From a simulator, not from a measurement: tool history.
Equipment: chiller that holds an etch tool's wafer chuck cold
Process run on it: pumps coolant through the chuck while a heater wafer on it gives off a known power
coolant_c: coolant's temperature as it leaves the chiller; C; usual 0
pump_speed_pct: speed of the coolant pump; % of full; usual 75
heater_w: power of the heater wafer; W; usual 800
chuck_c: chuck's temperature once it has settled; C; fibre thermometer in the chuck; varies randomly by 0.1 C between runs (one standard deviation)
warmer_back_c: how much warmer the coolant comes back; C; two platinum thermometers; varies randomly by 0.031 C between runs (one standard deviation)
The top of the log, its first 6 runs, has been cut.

{"run": 7, "hour": 481.5, "coolant_c": 0, "pump_speed_pct": 75, "heater_w": 800, "chuck_c": 9.9, "warmer_back_c": 2.1}
{"run": 8, "hour": 554.1, "coolant_c": 0, "pump_speed_pct": 75, "heater_w": 800, "chuck_c": 9.9, "warmer_back_c": 2.09}
{"run": 9, "hour": 647.5, "coolant_c": 0, "pump_speed_pct": 75, "heater_w": 800, "chuck_c": 9.9, "warmer_back_c": 2.07}
{"hour": 669.8, "done": "chiller's thermometer calibrated"}
{"run": 10, "hour": 718.5, "coolant_c": 0, "pump_speed_pct": 74, "heater_w": 800, "chuck_c": 10.6, "warmer_back_c": 2.12}
{"run": 11, "hour": 765.8, "coolant_c": 0, "pump_speed_pct": 74, "heater_w": 800, "chuck_c": 10.5, "warmer_back_c": 2.14}
{"run": 12, "hour": 831.4, "coolant_c": 0, "pump_speed_pct": 75, "heater_w": 800, "chuck_c": 10.4, "warmer_back_c": 2.14}
{"run": 13, "hour": 886.8, "coolant_c": 0, "pump_speed_pct": 75, "heater_w": 800, "chuck_c": 10.4, "warmer_back_c": 2.11}
{"hour": 900.1, "done": "coolant pump overhauled"}
{"run": 14, "hour": 938.7, "coolant_c": 0, "pump_speed_pct": 75, "heater_w": 800, "chuck_c": 10.4, "warmer_back_c": 2.1}
{"run": 15, "hour": 1018.3, "coolant_c": -10, "pump_speed_pct": 75, "heater_w": 800, "chuck_c": 0.5, "warmer_back_c": 2.13}
{"run": 16, "hour": 1094.0, "coolant_c": -10, "pump_speed_pct": 75, "heater_w": 800, "chuck_c": 0.4, "warmer_back_c": 2.12}

Forecast run 17:
{"run": 17, "hour": 1161.7, "coolant_c": 10, "pump_speed_pct": 71, "heater_w": 476, "chuck_c": "?", "warmer_back_c": "?"}

chuck_c: 16.5 C
warmer_back_c: 1.32 C
Minus the tool's unlogged condition, the same run would have read chuck_c 16.1 C, warmer_back_c 1.28 C.
